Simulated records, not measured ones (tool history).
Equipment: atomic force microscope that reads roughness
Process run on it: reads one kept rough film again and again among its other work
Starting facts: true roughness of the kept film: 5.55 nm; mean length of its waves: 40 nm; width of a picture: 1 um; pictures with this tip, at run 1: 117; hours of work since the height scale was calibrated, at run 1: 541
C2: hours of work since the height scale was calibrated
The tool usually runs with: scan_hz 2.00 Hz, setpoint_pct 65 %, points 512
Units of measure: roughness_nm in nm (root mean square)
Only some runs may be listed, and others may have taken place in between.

run 1 hour=0.0 | scan_hz=2.00 setpoint_pct=65 points=512 | pictures_with_this_tip=117 C2=541 | roughness_nm=4.317
run 2 hour=32.6 | scan_hz=2.00 setpoint_pct=65 points=512 | pictures_with_this_tip=138 C2=555 | roughness_nm=4.256
run 3 hour=49.3 | scan_hz=3.60 setpoint_pct=65 points=512 | pictures_with_this_tip=148 C2=561 | roughness_nm=4.140
run 4 hour=66.9 | scan_hz=2.00 setpoint_pct=65 points=371 | pictures_with_this_tip=159 C2=569 | roughness_nm=4.195
run 5 hour=88.9 | scan_hz=2.00 setpoint_pct=65 points=371 | pictures_with_this_tip=173 C2=578 | roughness_nm=4.107
run 6 hour=120.7 | scan_hz=2.00 setpoint_pct=65 points=371 | pictures_with_this_tip=193 C2=591 | roughness_nm=4.055
run 7 hour=142.3 | scan_hz=2.00 setpoint_pct=65 points=781 | pictures_with_this_tip=206 C2=600 | roughness_nm=4.085
run 8 hour=167.3 | scan_hz=2.00 setpoint_pct=65 points=512 | pictures_with_this_tip=222 C2=610 | roughness_nm=4.015
run 9 hour=190.4 | scan_hz=2.00 setpoint_pct=65 points=285 | pictures_with_this_tip=236 C2=620 | roughness_nm=3.947
-- hour=194.1 height scale calibrated on a step standard
run 10 hour=219.8 | scan_hz=2.00 setpoint_pct=65 points=285 | pictures_with_this_tip=254 C2=11 | roughness_nm=3.864
run 11 hour=248.6 | scan_hz=2.00 setpoint_pct=81 points=512 | pictures_with_this_tip=272 C2=22 | roughness_nm=3.710
run 12 hour=269.5 | scan_hz=2.00 setpoint_pct=81 points=512 | pictures_with_this_tip=285 C2=31 | roughness_nm=3.668
run 13 hour=292.5 | scan_hz=0.92 setpoint_pct=81 points=512 | pictures_with_this_tip=300 C2=41 | roughness_nm=3.787
run 14 hour=316.4 | scan_hz=0.92 setpoint_pct=81 points=290 | pictures_with_this_tip=315 C2=50 | roughness_nm=3.728
run 15 hour=341.9 | scan_hz=3.59 setpoint_pct=65 points=512 | pictures_with_this_tip=331 C2=61 | roughness_nm=3.627
run 16 hour=375.1 | scan_hz=3.06 setpoint_pct=67 points=875 | pictures_with_this_tip=352 C2=75 | roughness_nm=3.578
-- hour=377.7 height scale calibrated on a step standard, once more
run 17 hour=396.2 | scan_hz=0.60 setpoint_pct=64 points=875 | pictures_with_this_tip=364 C2=8 | roughness_nm=3.704
run 18 hour=413.1 | scan_hz=2.00 setpoint_pct=74 points=485 | pictures_with_this_tip=375 C2=15 | roughness_nm=3.479
-- hour=426.0 new tip fitted
run 19 hour=432.8 | scan_hz=2.00 setpoint_pct=74 points=485 | pictures_with_this_tip=4 C2=22 | roughness_nm=4.518
run 20 hour=452.2 | scan_hz=2.00 setpoint_pct=74 points=485 | pictures_with_this_tip=16 C2=30 | roughness_nm=4.501
run 21 hour=478.7 | scan_hz=0.94 setpoint_pct=74 points=734 | pictures_with_this_tip=33 C2=41 | roughness_nm=4.603
run 22 hour=517.3 | scan_hz=3.89 setpoint_pct=65 points=711 | pictures_with_this_tip=57 C2=57 | roughness_nm=4.289
run 23 hour=534.8 | scan_hz=3.89 setpoint_pct=65 points=711 | pictures_with_this_tip=68 C2=65 | roughness_nm=4.306
run 24 hour=562.5 | scan_hz=3.89 setpoint_pct=65 points=711 | pictures_with_this_tip=85 C2=76 | roughness_nm=4.197
run 25 hour=594.3 | scan_hz=3.89 setpoint_pct=65 points=711 | pictures_with_this_tip=105 C2=89 | roughness_nm=4.160
run 26 hour=612.1 | scan_hz=3.89 setpoint_pct=65 points=711 | pictures_with_this_tip=116 C2=96 | roughness_nm=4.131
run 27 hour=633.4 | scan_hz=0.57 setpoint_pct=56 points=729 | pictures_with_this_tip=129 C2=105 | roughness_nm=4.347
run 28 hour=651.8 | scan_hz=1.21 setpoint_pct=62 points=729 | pictures_with_this_tip=141 C2=113 | roughness_nm=4.247
run 29 hour=678.8 | scan_hz=3.72 setpoint_pct=62 points=729 | pictures_with_this_tip=158 C2=124 | roughness_nm=4.037

For run 30, what comes out?
run 30 hour=709.1 | scan_hz=3.72 setpoint_pct=78 points=729 | pictures_with_this_tip=177 C2=136 | roughness_nm=?

roughness_nm: 3.664 nm (root mean square)
If the tool had no hidden condition, the same run with the same run-to-run variation would have returned roughness_nm 4.241 nm (root mean square).

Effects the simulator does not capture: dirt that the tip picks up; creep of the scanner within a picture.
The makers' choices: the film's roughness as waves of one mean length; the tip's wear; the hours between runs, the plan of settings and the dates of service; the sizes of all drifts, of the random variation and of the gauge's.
